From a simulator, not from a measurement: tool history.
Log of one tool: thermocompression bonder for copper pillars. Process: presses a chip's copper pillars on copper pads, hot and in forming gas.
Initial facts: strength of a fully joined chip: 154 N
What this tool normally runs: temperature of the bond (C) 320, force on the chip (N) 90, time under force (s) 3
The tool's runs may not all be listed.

run,day,temperature of the bond (C),force on the chip (N),time under force (s),force that shears a chip off (N)
1,0,320,90,3,64.3
2,1.088,320,90,3,64.2
3,2.567,320,93,3,64.7
4,3.483,320,90,3,62.7
# day 4.975: forming gas filter changed
5,5.021,320,132,3,99.5
6,5.808,320,132,3,100.2
7,6.567,320,132,3,98.2
8,7.704,330,90,3,78
9,9.475,330,90,6,95.4
10,11.225,298,119,5,78.6
11,12.15,298,64,4,36.2
12,13.475,300,117,3,65.1
13,15.004,300,105,3,57.5
14,16.767,300,105,3,57.1

Run 15 is up next; what results do you expect?
15,17.517,300,105,3,?

force that shears a chip off (N): 55.8
Were there no unlogged condition in the tool, this run, its random variation unchanged, would have produced force that shears a chip off (N) 61.3.

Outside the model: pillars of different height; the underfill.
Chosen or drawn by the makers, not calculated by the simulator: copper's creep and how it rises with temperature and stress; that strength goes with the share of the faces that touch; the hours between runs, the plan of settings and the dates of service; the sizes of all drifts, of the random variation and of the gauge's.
